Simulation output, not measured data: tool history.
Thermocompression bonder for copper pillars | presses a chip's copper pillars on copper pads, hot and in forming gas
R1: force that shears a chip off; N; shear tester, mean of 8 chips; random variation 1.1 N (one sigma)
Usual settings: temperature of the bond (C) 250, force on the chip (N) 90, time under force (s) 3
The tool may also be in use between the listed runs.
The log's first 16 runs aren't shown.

Run 17, hour 444.4: usual settings. Result: R1 88.4 N.
Run 18, hour 479.4: usual settings. Result: R1 90.6 N.
Run 19, hour 515.4: usual settings. Result: R1 89.2 N.
At hour 528.4: forming gas filter changed.
Run 20, hour 540.7: usual settings but force on the chip (N) 56. Result: R1 80.4 N.
Run 21, hour 569.2: usual settings but temperature of the bond (C) 245, force on the chip (N) 104, time under force (s) 2. Result: R1 89.3 N.
Run 22, hour 612.3: usual settings but temperature of the bond (C) 240, force on the chip (N) 101, time under force (s) 5. Result: R1 106.6 N.
Run 23, hour 652.4: usual settings but temperature of the bond (C) 244, force on the chip (N) 68, time under force (s) 4. Result: R1 89.5 N.
Run 24, hour 694: usual settings but temperature of the bond (C) 222, force on the chip (N) 57, time under force (s) 4. Result: R1 63.4 N.
Run 25, hour 734.6: usual settings but temperature of the bond (C) 222, force on the chip (N) 57, time under force (s) 4. Result: R1 63.1 N.
Run 26, hour 773.7: usual settings but temperature of the bond (C) 222, force on the chip (N) 57, time under force (s) 4. Result: R1 61.3 N.
Run 27, hour 814.4: usual settings but temperature of the bond (C) 234, force on the chip (N) 76. Result: R1 74.7 N.
Run 28, hour 857.9: usual settings but temperature of the bond (C) 242, force on the chip (N) 63. Result: R1 74.3 N.
Run 29, hour 896.5: usual settings but temperature of the bond (C) 242, force on the chip (N) 63. Result: R1 73 N.
Run 30, hour 924.8: usual settings but temperature of the bond (C) 223, time under force (s) 6. Result: R1 86.8 N.
Run 31, hour 967.9: usual settings but temperature of the bond (C) 223, time under force (s) 6. Result: R1 87.1 N.
Run 32, hour 1012.2: usual settings but temperature of the bond (C) 223, time under force (s) 6. Result: R1 86.2 N.
Run 33, hour 1036.5: usual settings but temperature of the bond (C) 273, force on the chip (N) 70. Result: R1 99.8 N.
Run 34, hour 1080.7: usual settings but temperature of the bond (C) 265, force on the chip (N) 62, time under force (s) 8. Result: R1 111.9 N.
Run 35, hour 1113: usual settings but temperature of the bond (C) 240, force on the chip (N) 105. Result: R1 88.9 N.
Run 36, hour 1134.9: usual settings but force on the chip (N) 82. Result: R1 86.1 N.
Run 37, hour 1156.8: usual settings but force on the chip (N) 82. Result: R1 85.1 N.
Run 38, hour 1178.6: usual settings but temperature of the bond (C) 261, force on the chip (N) 134, time under force (s) 6. Result: R1 126.5 N.
At hour 1191.6: forming gas filter changed.
Run 39, hour 1207.6: usual settings but temperature of the bond (C) 274. Result: R1 118.5 N.

Forecast each of these 4 alternatives for the next run:
Run A, hour 1237.1: usual settings but temperature of the bond (C) 262. Result: R1 ?.
Run B, hour 1237.1: usual settings but temperature of the bond (C) 233, force on the chip (N) 70, time under force (s) 5. Result: R1 ?.
Run C, hour 1237.1: usual settings but temperature of the bond (C) 245, force on the chip (N) 73. Result: R1 ?.
Run D, hour 1237.1: usual settings but temperature of the bond (C) 254, force on the chip (N) 58. Result: R1 ?.

run     R1
  A  109.1
  B   87.6
  C   84.7
  D   84.9
Without the tool's hidden state the same runs would have given:
run     R1
  A  109.8
  B   88.4
  C   85.3
  D   85.4
